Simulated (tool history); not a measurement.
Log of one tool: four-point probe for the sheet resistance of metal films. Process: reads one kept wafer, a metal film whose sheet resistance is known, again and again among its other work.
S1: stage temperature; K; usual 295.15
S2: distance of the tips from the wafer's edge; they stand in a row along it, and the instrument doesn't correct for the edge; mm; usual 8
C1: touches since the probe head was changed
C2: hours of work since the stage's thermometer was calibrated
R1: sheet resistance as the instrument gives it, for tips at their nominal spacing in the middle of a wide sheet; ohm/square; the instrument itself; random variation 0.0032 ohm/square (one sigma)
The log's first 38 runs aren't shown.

run,hour,S1,S2,C1,C2,R1
39,506.3,303.15,31,18916,453,15.863361
40,525.2,294.15,6,19297,462,15.906914
41,541.7,294.15,6,19629,470,15.914803
42,552.9,294.15,6,19857,475,15.907246
43,570.4,304.15,17,20208,483,15.872429
44,583.1,293.15,29,20464,489,15.818779
45,590.8,297.15,10,20620,492,15.863579
46,609.4,303.15,36,20994,501,15.854045

Forecast each of these 3 alternatives for the next run:
A,622.4,302.15,71,21257,507,?
B,622.4,292.15,38,21257,507,?
C,622.4,295.15,8,21257,507,?

run,R1
A,15.853566
B,15.804756
C,15.870618
Without the tool's hidden state the same runs would have given:
run,R1
A,15.855091
B,15.806276
C,15.872144

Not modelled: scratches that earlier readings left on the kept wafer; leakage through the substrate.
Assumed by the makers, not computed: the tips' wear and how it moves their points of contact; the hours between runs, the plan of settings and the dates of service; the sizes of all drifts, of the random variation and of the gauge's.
